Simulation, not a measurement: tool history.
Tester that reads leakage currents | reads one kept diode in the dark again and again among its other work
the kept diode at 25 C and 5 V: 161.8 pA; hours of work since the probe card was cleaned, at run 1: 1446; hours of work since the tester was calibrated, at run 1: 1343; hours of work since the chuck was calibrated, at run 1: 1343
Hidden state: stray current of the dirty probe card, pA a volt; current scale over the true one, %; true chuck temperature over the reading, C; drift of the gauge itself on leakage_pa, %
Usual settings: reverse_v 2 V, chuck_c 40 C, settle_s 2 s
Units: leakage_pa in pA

| run | day | reverse_v | chuck_c | settle_s | hours of work since the probe card was cleaned | hours of work since the tester was calibrated | hours of work since the chuck was calibrated | leakage_pa |
|---|---|---|---|---|---|---|---|---|
| 1 | 0 | 2 | 40 | 2 | 1446 | 1343 | 1343 | 265.14 |
| 2 | 2.808 | 2 | 21 | 2 | 1486 | 1382 | 1382 | 69.22 |
| 3 | 5.388 | 2 | 21 | 2 | 1522 | 1418 | 1418 | 69.27 |
| 4 | 7.696 | 2 | 40 | 2 | 1554 | 1451 | 1451 | 262.69 |
| 5 | 11.204 | 2 | 40 | 2 | 1603 | 1500 | 1500 | 262.94 |
| 6 | 14.05 | 12.77 | 40 | 2 | 1643 | 1540 | 1540 | 719.54 |
| 7 | 17.362 | 12.77 | 40 | 2 | 1689 | 1586 | 1586 | 720.14 |
|  | 17.775 | probe card cleaned and baked |
| 8 | 19.9 | 2 | 27 | 2 | 30 | 1620 | 1620 | 107.25 |
| 9 | 23.558 | 7.39 | 20 | 2 | 81 | 1671 | 1671 | 135.76 |
| 10 | 26.896 | 7.39 | 20 | 2 | 128 | 1718 | 1718 | 135.85 |
| 11 | 29.204 | 7.39 | 20 | 2 | 160 | 1750 | 1750 | 136.18 |
| 12 | 31.992 | 7.39 | 20 | 2 | 199 | 1789 | 1789 | 136.35 |
| 13 | 35.367 | 4.37 | 22 | 0.98 | 246 | 1836 | 1836 | 116.15 |

5 ways to go on from here, each from the tool as it stands after run 13. What would each give?
|  | 36.038 | chuck's temperature calibrated |
| A | 39.108 | 4.37 | 30 | 0.98 | 298 | 1888 | 43 | ? |
|  | 36.038 | chuck's temperature calibrated |
| B | 39.108 | 4.07 | 40 | 2 | 298 | 1888 | 43 | ? |
|  | 36.038 | chuck's temperature calibrated |
| C | 39.108 | 11.68 | 22 | 0.98 | 298 | 1888 | 43 | ? |
|  | 36.038 | chuck's temperature calibrated |
| D | 39.108 | 3.06 | 27 | 2 | 298 | 1888 | 43 | ? |
|  | 36.038 | chuck's temperature calibrated |
| E | 39.108 | 10.16 | 21 | 2.49 | 298 | 1888 | 43 | ? |

| run | leakage_pa |
|---|---|
| A | 223.19 |
| B | 419.7 |
| C | 228.51 |
| D | 148.52 |
| E | 194.23 |
Without the tool's hidden state the same runs would have given:
| run | leakage_pa |
|---|---|
| A | 217.23 |
| B | 416.57 |
| C | 208.03 |
| D | 144.27 |
| E | 176.49 |

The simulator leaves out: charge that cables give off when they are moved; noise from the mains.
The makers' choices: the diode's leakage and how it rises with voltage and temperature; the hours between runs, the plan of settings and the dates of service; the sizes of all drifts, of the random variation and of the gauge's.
